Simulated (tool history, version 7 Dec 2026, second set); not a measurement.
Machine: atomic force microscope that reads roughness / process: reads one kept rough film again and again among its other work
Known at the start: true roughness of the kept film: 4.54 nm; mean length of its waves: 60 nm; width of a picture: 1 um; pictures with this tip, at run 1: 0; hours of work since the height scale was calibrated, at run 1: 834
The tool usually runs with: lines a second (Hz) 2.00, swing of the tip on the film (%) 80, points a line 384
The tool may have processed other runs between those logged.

run	hour	lines a second (Hz)	swing of the tip on the film (%)	points a line	pictures with this tip	hours of work since the height scale was calibrated	roughness of the kept film (nm (root mean square))
1	0.0	2.00	80	384	0	834	4.098
2	76.2	2.00	80	384	92	868	4.086
# hour 84.1: new tip fitted
3	114.1	2.00	80	384	36	885	4.073
# hour 161.8: new tip fitted
4	161.8	2.00	69	384	0	907	4.218
5	220.8	0.79	69	384	70	933	4.264
# hour 243.3: new tip fitted
6	264.9	2.00	80	384	25	953	4.093
# hour 322.4: new tip fitted
7	336.2	2.00	80	384	16	985	4.099
# hour 401.9: new tip fitted
8	403.6	2.00	80	384	2	1016	4.079
9	448.0	2.00	80	384	55	1036	4.111
# hour 480.1: new tip fitted
10	509.5	2.00	80	384	35	1063	4.093
# hour 559.7: new tip fitted
11	592.2	2.00	80	384	39	1101	4.096
# hour 644.3: new tip fitted
12	678.6	2.00	80	384	41	1140	4.091
# hour 722.6: new tip fitted
13	761.1	2.00	80	603	46	1177	4.067
14	798.7	2.00	80	384	91	1194	4.063
# hour 803.2: new tip fitted
15	844.5	2.00	80	384	50	1214	4.090
# hour 883.0: new tip fitted
16	917.0	2.00	74	384	41	1247	4.128
# hour 965.0: new tip fitted
17	974.2	2.00	74	384	11	1273	4.133
18	1019.4	2.00	74	384	65	1293	4.149
# hour 1049.5: new tip fitted
19	1096.1	2.00	74	384	56	1328	4.136
# hour 1130.3: new tip fitted
20	1133.8	2.00	74	384	4	1345	4.172
21	1185.0	2.00	74	672	66	1368	4.142
# hour 1212.0: new tip fitted
22	1232.3	2.00	74	672	25	1389	4.120
23	1286.1	2.00	74	672	89	1414	4.159
# hour 1293.4: new tip fitted
# hour 1371.4: new tip fitted
24	1371.4	2.00	74	672	0	1452	4.147
25	1427.1	2.00	74	672	66	1477	4.166
# hour 1449.5: new tip fitted
26	1509.9	2.00	58	413	72	1514	4.236
# hour 1529.3: new tip fitted
27	1569.8	2.00	58	413	49	1541	4.213
# hour 1606.9: new tip fitted
28	1654.5	2.78	68	631	57	1580	4.137
# hour 1688.5: new tip fitted
29	1740.0	2.83	86	613	61	1618	3.905
# hour 1770.8: new tip fitted
30	1776.6	3.37	89	301	7	1635	3.807
31	1824.3	3.37	57	446	64	1656	4.219
# hour 1850.7: new tip fitted
32	1868.8	2.11	69	474	21	1676	4.201
# hour 1933.5: new tip fitted
33	1941.8	2.11	69	474	10	1709	4.186
# hour 2015.9: new tip fitted
34	2020.9	2.11	69	474	6	1745	4.207
35	2061.7	0.74	68	377	55	1763	4.270
# hour 2094.8: new tip fitted
36	2107.7	0.74	68	377	15	1784	4.281
37	2151.3	3.60	64	290	67	1804	4.131
# hour 2172.9: new tip fitted
38	2217.2	3.60	64	290	53	1833	4.158
# hour 2251.5: new tip fitted
39	2254.2	3.60	64	290	3	1850	4.155
# hour 2262.9: height scale calibrated on a step standard
40	2319.6	0.74	71	294	80	26	4.236
# hour 2333.5: new tip fitted
41	2376.7	3.16	57	788	52	51	4.220
# hour 2411.2: new tip fitted
42	2418.3	2.00	88	384	8	70	3.999
43	2454.3	2.00	88	384	51	86	4.022
# hour 2490.8: new tip fitted
44	2533.0	2.00	88	384	51	122	4.005
# hour 2575.8: new tip fitted
45	2619.4	2.00	88	384	53	161	3.995
# hour 2654.0: new tip fitted
46	2687.9	1.23	81	384	41	192	4.142
# hour 2732.8: new tip fitted
47	2733.1	1.23	68	384	0	212	4.258
48	2792.9	2.00	66	558	72	239	4.198
# hour 2815.3: new tip fitted
49	2837.8	0.77	66	558	27	259	4.292

Alternative continuations, all from the tool just after run 49; predict every row:
# hour 2893.0: new tip fitted
A	2898.4	2.88	66	558	6	286	?
# hour 2893.0: new tip fitted
B	2898.4	2.96	66	977	6	286	?
# hour 2893.0: new tip fitted
C	2898.4	1.93	66	593	6	286	?
# hour 2893.0: new tip fitted
D	2898.4	1.75	66	594	6	286	?

run	roughness of the kept film (nm (root mean square))
A	4.165
B	4.167
C	4.219
D	4.237
The same runs, with their run-to-run variation unchanged, on a tool lacking any hidden condition would have given:
run	roughness of the kept film (nm (root mean square))
A	4.166
B	4.168
C	4.221
D	4.238
